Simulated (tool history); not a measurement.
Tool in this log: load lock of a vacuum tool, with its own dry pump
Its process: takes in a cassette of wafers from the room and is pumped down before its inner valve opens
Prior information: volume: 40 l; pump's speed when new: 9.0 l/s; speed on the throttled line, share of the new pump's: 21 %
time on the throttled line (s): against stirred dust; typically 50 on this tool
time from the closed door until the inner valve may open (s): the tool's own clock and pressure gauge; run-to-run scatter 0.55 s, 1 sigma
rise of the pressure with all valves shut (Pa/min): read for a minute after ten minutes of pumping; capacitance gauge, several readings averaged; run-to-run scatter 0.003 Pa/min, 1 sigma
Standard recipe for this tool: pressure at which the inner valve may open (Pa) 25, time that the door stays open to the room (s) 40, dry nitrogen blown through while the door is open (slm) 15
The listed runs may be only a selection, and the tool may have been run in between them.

| run | hour | time on the throttled line (s) | pressure at which the inner valve may open (Pa) | time that the door stays open to the room (s) | dry nitrogen blown through while the door is open (slm) | incoming humidity of the room's air, % | time from the closed door until the inner valve may open (s) | rise of the pressure with all valves shut (Pa/min) |
|---|---|---|---|---|---|---|---|---|
| 1 | 0.0 | 50 | 25 | 40 | 15 | 44.2 | 80.6 | 0.046 |
| 2 | 485.2 | 50 | 26 | 40 | 15 | 43.8 | 79.4 | 0.055 |
| 3 | 1104.8 | 50 | 26 | 40 | 15 | 45.2 | 80.2 | 0.068 |
| 4 | 1684.6 | 50 | 25 | 33 | 15 | 45.8 | 80.0 | 0.072 |
|  | 1999.0 | dry pump taken out, an overhauled one fitted |
| 5 | 2266.1 | 53 | 25 | 40 | 15 | 42.5 | 78.9 | 0.083 |
| 6 | 2609.7 | 53 | 25 | 40 | 15 | 46.3 | 78.8 | 0.099 |
| 7 | 2980.0 | 53 | 25 | 149 | 15 | 43.6 | 79.3 | 0.151 |
| 8 | 3429.9 | 50 | 25 | 40 | 16 | 42.0 | 77.0 | 0.113 |
| 9 | 3735.2 | 50 | 25 | 40 | 16 | 45.4 | 77.6 | 0.128 |
| 10 | 4184.6 | 50 | 25 | 40 | 16 | 45.7 | 76.5 | 0.134 |
| 11 | 4857.5 | 50 | 25 | 29 | 16 | 43.3 | 76.0 | 0.149 |
| 12 | 5586.1 | 50 | 25 | 29 | 16 | 42.5 | 77.4 | 0.164 |
| 13 | 6203.5 | 50 | 25 | 29 | 16 | 42.8 | 78.2 | 0.191 |
| 14 | 6539.5 | 50 | 25 | 29 | 16 | 44.9 | 78.3 | 0.198 |
| 15 | 7068.5 | 50 | 25 | 29 | 16 | 42.8 | 78.1 | 0.222 |
| 16 | 7734.1 | 50 | 25 | 29 | 16 | 46.9 | 78.2 | 0.253 |
| 17 | 8250.3 | 50 | 25 | 40 | 15 | 49.7 | 78.9 | 0.285 |
| 18 | 8981.7 | 50 | 25 | 40 | 15 | 45.7 | 78.5 | 0.318 |
| 19 | 9655.6 | 50 | 25 | 40 | 15 | 43.1 | 79.9 | 0.343 |
| 20 | 10279.4 | 50 | 25 | 40 | 15 | 46.2 | 78.4 | 0.376 |
| 21 | 10868.1 | 50 | 25 | 156 | 15 | 43.2 | 78.8 | 0.472 |
| 22 | 11388.8 | 50 | 48 | 122 | 11 | 44.5 | 75.1 | 0.475 |
| 23 | 11821.4 | 45 | 23 | 40 | 15 | 41.0 | 76.4 | 0.464 |
| 24 | 12500.5 | 45 | 23 | 40 | 13 | 46.0 | 75.1 | 0.504 |
| 25 | 13140.9 | 45 | 25 | 32 | 15 | 42.4 | 76.9 | 0.534 |
|  | 13250.0 | door's seal changed, seat wiped |
| 26 | 13759.5 | 45 | 25 | 32 | 15 | 47.7 | 76.5 | 0.038 |
| 27 | 14058.9 | 51 | 25 | 32 | 12 | 42.5 | 81.1 | 0.043 |
| 28 | 14492.9 | 51 | 25 | 32 | 12 | 42.5 | 79.4 | 0.044 |
| 29 | 14839.9 | 56 | 25 | 40 | 15 | 50.3 | 84.7 | 0.058 |
| 30 | 15192.0 | 56 | 32 | 40 | 15 | 47.2 | 84.6 | 0.067 |
| 31 | 15656.9 | 92 | 48 | 40 | 14 | 43.5 | 109.1 | 0.072 |
|  | 16074.9 | dry pump taken out, an overhauled one fitted |
| 32 | 16092.0 | 32 | 48 | 135 | 14 | 47.4 | 58.7 | 0.124 |
| 33 | 16694.7 | 66 | 23 | 62 | 33 | 45.3 | 88.8 | 0.089 |
| 34 | 17122.0 | 26 | 34 | 125 | 15 | 46.3 | 56.4 | 0.144 |
| 35 | 17494.4 | 29 | 34 | 106 | 15 | 46.2 | 60.1 | 0.149 |
| 36 | 17828.7 | 29 | 34 | 106 | 15 | 49.7 | 59.4 | 0.157 |

Had the tool no unlogged condition, and each run kept its random variation, what would the results have been?
The hidden state here: pump's speed, % of a new pump's; leak at the door's seal, Pa l/s; drift of the gauge itself on ready_s, %; drift of the gauge itself on rise_pa_min, %.
| run | time from the closed door until the inner valve may open (s) | rise of the pressure with all valves shut (Pa/min) |
|---|---|---|
| 1 | 77.0 | 0.032 |
| 2 | 75.8 | 0.033 |
| 3 | 76.3 | 0.036 |
| 4 | 75.9 | 0.029 |
| 5 | 78.7 | 0.029 |
| 6 | 78.5 | 0.036 |
| 7 | 78.9 | 0.079 |
| 8 | 76.5 | 0.031 |
| 9 | 77.0 | 0.035 |
| 10 | 75.8 | 0.029 |
| 11 | 75.1 | 0.024 |
| 12 | 76.3 | 0.021 |
| 13 | 76.9 | 0.024 |
| 14 | 76.9 | 0.023 |
| 15 | 76.6 | 0.026 |
| 16 | 76.6 | 0.030 |
| 17 | 77.1 | 0.039 |
| 18 | 76.5 | 0.033 |
| 19 | 77.6 | 0.030 |
| 20 | 76.0 | 0.030 |
| 21 | 76.2 | 0.087 |
| 22 | 72.7 | 0.075 |
| 23 | 73.4 | 0.030 |
| 24 | 71.9 | 0.031 |
| 25 | 73.4 | 0.025 |
| 26 | 72.9 | 0.031 |
| 27 | 77.6 | 0.031 |
| 28 | 75.7 | 0.027 |
| 29 | 81.1 | 0.035 |
| 30 | 81.0 | 0.038 |
| 31 | 106.8 | 0.032 |
| 32 | 58.4 | 0.077 |
| 33 | 88.4 | 0.027 |
| 34 | 55.9 | 0.072 |
| 35 | 59.4 | 0.068 |
| 36 | 58.7 | 0.070 |
